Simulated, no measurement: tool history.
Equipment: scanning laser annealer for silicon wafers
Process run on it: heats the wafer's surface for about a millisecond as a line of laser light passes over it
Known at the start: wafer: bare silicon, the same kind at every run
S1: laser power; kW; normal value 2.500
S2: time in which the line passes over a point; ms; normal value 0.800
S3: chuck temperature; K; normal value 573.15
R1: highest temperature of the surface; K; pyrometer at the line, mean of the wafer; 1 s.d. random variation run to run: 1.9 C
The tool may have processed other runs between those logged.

run,hour,S1,S2,S3,R1
1,0.0,2.500,0.800,573.15,1369.15
2,8.9,2.500,0.800,573.15,1372.15
3,18.8,2.500,0.800,573.15,1373.15
4,26.7,2.500,0.800,573.15,1369.15
5,34.0,2.500,0.800,573.15,1371.15
6,38.9,2.500,0.800,573.15,1371.15
7,46.4,2.500,0.800,573.15,1371.15
8,54.6,2.189,0.800,560.15,1260.15
9,63.1,2.189,0.800,560.15,1263.15
10,72.6,2.189,0.800,560.15,1261.15
11,76.8,2.500,0.800,542.15,1344.15
12,83.9,2.150,0.836,548.15,1251.15
13,91.9,2.550,0.800,567.15,1379.15

What if the next run were any one of these 4? Each begins from the tool's condition after run 13:
A,101.4,2.550,0.895,535.15,?
B,101.4,2.309,0.641,573.15,?
C,101.4,2.200,0.800,573.15,?
D,101.4,2.550,0.751,567.15,?

run,R1
A,1394.15
B,1228.15
C,1282.15
D,1354.15
The same runs, with their run-to-run variation unchanged, on a tool lacking any hidden condition would have given:
run,R1
A,1438.15
B,1262.15
C,1318.15
D,1395.15

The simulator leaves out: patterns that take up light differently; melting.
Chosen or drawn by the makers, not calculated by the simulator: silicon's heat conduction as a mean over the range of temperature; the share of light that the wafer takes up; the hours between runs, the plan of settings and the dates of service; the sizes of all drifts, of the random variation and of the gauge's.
